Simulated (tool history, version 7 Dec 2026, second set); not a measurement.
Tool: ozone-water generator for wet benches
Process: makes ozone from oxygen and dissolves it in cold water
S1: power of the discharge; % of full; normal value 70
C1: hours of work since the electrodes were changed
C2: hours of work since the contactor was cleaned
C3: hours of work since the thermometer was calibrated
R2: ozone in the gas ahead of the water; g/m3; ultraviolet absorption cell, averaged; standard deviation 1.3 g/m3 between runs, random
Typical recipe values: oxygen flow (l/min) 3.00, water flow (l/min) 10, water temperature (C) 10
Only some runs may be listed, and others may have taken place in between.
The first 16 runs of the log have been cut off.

{"hour": 904.0, "done": "contactor cleaned"}
{"run": 17, "hour": 942.2, "S1": 70, "oxygen flow (l/min)": 3.17, "water flow (l/min)": 10, "water temperature (C)": 10, "C1": 726, "C2": 28, "C3": 3201, "dissolved ozone (ppm)": 33.4, "R2": 236.3}
{"run": 18, "hour": 993.3, "S1": 70, "oxygen flow (l/min)": 3.17, "water flow (l/min)": 10, "water temperature (C)": 10, "C1": 764, "C2": 66, "C3": 3238, "dissolved ozone (ppm)": 33.8, "R2": 234.5}
{"run": 19, "hour": 1032.2, "S1": 70, "oxygen flow (l/min)": 3.17, "water flow (l/min)": 16, "water temperature (C)": 10, "C1": 792, "C2": 95, "C3": 3267, "dissolved ozone (ppm)": 20.7, "R2": 235.5}
{"run": 20, "hour": 1107.2, "S1": 85, "oxygen flow (l/min)": 3.23, "water flow (l/min)": 9, "water temperature (C)": 14, "C1": 848, "C2": 150, "C3": 3323, "dissolved ozone (ppm)": 40.2, "R2": 272.2}
{"run": 21, "hour": 1181.7, "S1": 85, "oxygen flow (l/min)": 3.58, "water flow (l/min)": 9, "water temperature (C)": 16, "C1": 903, "C2": 205, "C3": 3378, "dissolved ozone (ppm)": 39.3, "R2": 257.7}
{"run": 22, "hour": 1247.1, "S1": 44, "oxygen flow (l/min)": 3.02, "water flow (l/min)": 6, "water temperature (C)": 11, "C1": 951, "C2": 254, "C3": 3426, "dissolved ozone (ppm)": 32.6, "R2": 163.1}
{"run": 23, "hour": 1300.2, "S1": 44, "oxygen flow (l/min)": 2.35, "water flow (l/min)": 11, "water temperature (C)": 11, "C1": 990, "C2": 293, "C3": 3465, "dissolved ozone (ppm)": 19.1, "R2": 182.1}
{"run": 24, "hour": 1356.1, "S1": 44, "oxygen flow (l/min)": 2.35, "water flow (l/min)": 11, "water temperature (C)": 11, "C1": 1032, "C2": 334, "C3": 3507, "dissolved ozone (ppm)": 19.3, "R2": 182.1}
{"run": 25, "hour": 1422.5, "S1": 79, "oxygen flow (l/min)": 2.37, "water flow (l/min)": 8, "water temperature (C)": 10, "C1": 1081, "C2": 383, "C3": 3556, "dissolved ozone (ppm)": 43.2, "R2": 291.0}
{"run": 26, "hour": 1505.9, "S1": 78, "oxygen flow (l/min)": 2.37, "water flow (l/min)": 13, "water temperature (C)": 15, "C1": 1143, "C2": 445, "C3": 3618, "dissolved ozone (ppm)": 25.3, "R2": 286.6}
{"run": 27, "hour": 1566.1, "S1": 78, "oxygen flow (l/min)": 2.37, "water flow (l/min)": 13, "water temperature (C)": 15, "C1": 1187, "C2": 490, "C3": 3662, "dissolved ozone (ppm)": 24.7, "R2": 289.2}
{"run": 28, "hour": 1640.1, "S1": 52, "oxygen flow (l/min)": 1.89, "water flow (l/min)": 9, "water temperature (C)": 10, "C1": 1242, "C2": 544, "C3": 3717, "dissolved ozone (ppm)": 26.2, "R2": 231.0}
{"run": 29, "hour": 1715.8, "S1": 66, "oxygen flow (l/min)": 3.34, "water flow (l/min)": 10, "water temperature (C)": 10, "C1": 1298, "C2": 600, "C3": 3773, "dissolved ozone (ppm)": 31.4, "R2": 214.6}
{"run": 30, "hour": 1783.6, "S1": 66, "oxygen flow (l/min)": 3.34, "water flow (l/min)": 10, "water temperature (C)": 10, "C1": 1348, "C2": 651, "C3": 3823, "dissolved ozone (ppm)": 31.8, "R2": 214.4}

Here are 4 independent what-if runs from the current tool condition. What would each one return?
{"run": "A", "hour": 1821.3, "S1": 66, "oxygen flow (l/min)": 2.36, "water flow (l/min)": 10, "water temperature (C)": 10, "C1": 1376, "C2": 678, "C3": 3851, "dissolved ozone (ppm)": "?", "R2": "?"}
{"run": "B", "hour": 1821.3, "S1": 97, "oxygen flow (l/min)": 1.84, "water flow (l/min)": 10, "water temperature (C)": 10, "C1": 1376, "C2": 678, "C3": 3851, "dissolved ozone (ppm)": "?", "R2": "?"}
{"run": "C", "hour": 1821.3, "S1": 66, "oxygen flow (l/min)": 3.0, "water flow (l/min)": 10, "water temperature (C)": 15, "C1": 1376, "C2": 678, "C3": 3851, "dissolved ozone (ppm)": "?", "R2": "?"}
{"run": "D", "hour": 1821.3, "S1": 62, "oxygen flow (l/min)": 3.34, "water flow (l/min)": 10, "water temperature (C)": 10, "C1": 1376, "C2": 678, "C3": 3851, "dissolved ozone (ppm)": "?", "R2": "?"}

run=A dissolved_ozone_(ppm)=29.7 R2=250.4
run=B dissolved_ozone_(ppm)=39.3 R2=382.4
run=C dissolved_ozone_(ppm)=28.8 R2=226.5
run=D dissolved_ozone_(ppm)=29.8 R2=204.4
Without the tool's unlogged condition, the same runs would have read:
run=A dissolved_ozone_(ppm)=30.9 R2=257.6
run=B dissolved_ozone_(ppm)=41.2 R2=397.0
run=C dissolved_ozone_(ppm)=30.0 R2=233.0
run=D dissolved_ozone_(ppm)=30.9 R2=209.9

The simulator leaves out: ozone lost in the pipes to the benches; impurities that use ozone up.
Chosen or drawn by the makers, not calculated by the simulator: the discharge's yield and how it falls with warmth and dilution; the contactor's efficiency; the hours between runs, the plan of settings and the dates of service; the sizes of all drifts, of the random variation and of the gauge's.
